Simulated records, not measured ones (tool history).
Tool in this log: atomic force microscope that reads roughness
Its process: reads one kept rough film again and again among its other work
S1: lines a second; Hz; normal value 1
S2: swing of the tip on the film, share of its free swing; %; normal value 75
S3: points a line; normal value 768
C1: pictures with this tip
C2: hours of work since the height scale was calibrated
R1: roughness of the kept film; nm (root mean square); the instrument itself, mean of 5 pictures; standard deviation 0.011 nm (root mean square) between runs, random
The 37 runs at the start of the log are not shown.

run,hour,S1,S2,S3,C1,C2,R1
# hour 1379.6: new tip fitted
38,1387.2,3.73,61,695,9,167,2.366
39,1413,3.73,61,695,42,183,2.249
# hour 1446.2: new tip fitted
40,1452.5,1,88,768,8,208,2.333
41,1492.6,1.56,79,353,59,234,2.139
# hour 1511.1: new tip fitted
42,1516.2,0.68,59,547,7,249,2.601
43,1550,2.63,81,762,49,270,1.986
# hour 1577.4: new tip fitted
44,1577.5,2.63,64,562,0,288,2.439
45,1623.3,0.61,64,313,58,317,2.384
# hour 1642.6: new tip fitted
46,1649.9,1.54,88,258,9,334,2.153
47,1698.8,0.68,72,785,71,365,2.305
# hour 1708.4: new tip fitted
48,1748.6,1.56,65,768,51,397,2.323
# hour 1774: new tip fitted
49,1783.4,3.43,56,784,11,419,2.435
50,1830.7,1,85,768,71,449,2.131
# hour 1840.8: new tip fitted
51,1854.3,1,85,768,17,464,2.34

Each row is a separate what-if for the run after 51, all from the same tool condition, not one after another. Results?
A,1892.9,1,86,411,66,489,?
B,1892.9,1,75,418,66,489,?
C,1892.9,2.29,75,768,66,489,?

run,R1
A,2.144
B,2.236
C,2.087
Without the tool's hidden state the same runs would have given:
run,R1
A,2.403
B,2.508
C,2.34
